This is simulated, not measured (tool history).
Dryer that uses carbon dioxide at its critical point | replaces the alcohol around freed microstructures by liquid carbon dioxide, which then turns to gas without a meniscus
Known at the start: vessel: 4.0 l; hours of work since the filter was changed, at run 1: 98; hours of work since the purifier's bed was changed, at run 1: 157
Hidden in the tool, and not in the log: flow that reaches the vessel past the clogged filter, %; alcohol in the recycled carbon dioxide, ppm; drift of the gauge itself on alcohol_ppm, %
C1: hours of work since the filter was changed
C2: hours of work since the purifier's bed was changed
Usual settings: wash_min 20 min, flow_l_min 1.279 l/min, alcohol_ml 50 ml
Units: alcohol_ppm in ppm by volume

{"run": 1, "day": 0.0, "wash_min": 20, "flow_l_min": 1.279, "alcohol_ml": 50, "C1": 98, "C2": 157, "alcohol_ppm": 92}
{"run": 2, "day": 0.496, "wash_min": 20, "flow_l_min": 1.279, "alcohol_ml": 50, "C1": 106, "C2": 165, "alcohol_ppm": 97}
{"run": 3, "day": 0.908, "wash_min": 20, "flow_l_min": 1.279, "alcohol_ml": 50, "C1": 112, "C2": 171, "alcohol_ppm": 100}
{"run": 4, "day": 1.138, "wash_min": 20, "flow_l_min": 1.279, "alcohol_ml": 50, "C1": 116, "C2": 175, "alcohol_ppm": 100}
{"run": 5, "day": 1.438, "wash_min": 20, "flow_l_min": 1.279, "alcohol_ml": 50, "C1": 120, "C2": 179, "alcohol_ppm": 102}
{"run": 6, "day": 1.825, "wash_min": 20, "flow_l_min": 1.279, "alcohol_ml": 50, "C1": 126, "C2": 186, "alcohol_ppm": 99}
{"run": 7, "day": 2.196, "wash_min": 20, "flow_l_min": 1.279, "alcohol_ml": 50, "C1": 132, "C2": 191, "alcohol_ppm": 110}
{"run": 8, "day": 2.658, "wash_min": 14, "flow_l_min": 1.27, "alcohol_ml": 92, "C1": 140, "C2": 199, "alcohol_ppm": 624}
{"run": 9, "day": 3.075, "wash_min": 14, "flow_l_min": 1.27, "alcohol_ml": 92, "C1": 146, "C2": 205, "alcohol_ppm": 632}
{"run": 10, "day": 3.525, "wash_min": 14, "flow_l_min": 1.27, "alcohol_ml": 74, "C1": 153, "C2": 212, "alcohol_ppm": 510}
{"run": 11, "day": 3.821, "wash_min": 27, "flow_l_min": 1.11, "alcohol_ml": 38, "C1": 158, "C2": 217, "alcohol_ppm": 71}
{"run": 12, "day": 4.138, "wash_min": 22, "flow_l_min": 1.279, "alcohol_ml": 76, "C1": 163, "C2": 222, "alcohol_ppm": 102}
{"run": 13, "day": 4.35, "wash_min": 22, "flow_l_min": 1.08, "alcohol_ml": 45, "C1": 166, "C2": 225, "alcohol_ppm": 142}
{"run": 14, "day": 4.854, "wash_min": 14, "flow_l_min": 1.279, "alcohol_ml": 31, "C1": 174, "C2": 233, "alcohol_ppm": 257}

Forecast each of these 4 alternatives for the next run:
{"run": "A", "day": 5.158, "wash_min": 16, "flow_l_min": 1.39, "alcohol_ml": 37, "C1": 179, "C2": 238, "alcohol_ppm": "?"}
{"run": "B", "day": 5.158, "wash_min": 25, "flow_l_min": 2.06, "alcohol_ml": 34, "C1": 179, "C2": 238, "alcohol_ppm": "?"}
{"run": "C", "day": 5.158, "wash_min": 25, "flow_l_min": 1.08, "alcohol_ml": 50, "C1": 179, "C2": 238, "alcohol_ppm": "?"}
{"run": "D", "day": 5.158, "wash_min": 31, "flow_l_min": 1.279, "alcohol_ml": 31, "C1": 179, "C2": 238, "alcohol_ppm": "?"}

run=A alcohol_ppm=152
run=B alcohol_ppm=58
run=C alcohol_ppm=97
run=D alcohol_ppm=48
Without the tool's hidden state the same runs would have given:
run=A alcohol_ppm=88
run=B alcohol_ppm=9
run=C alcohol_ppm=39
run=D alcohol_ppm=0
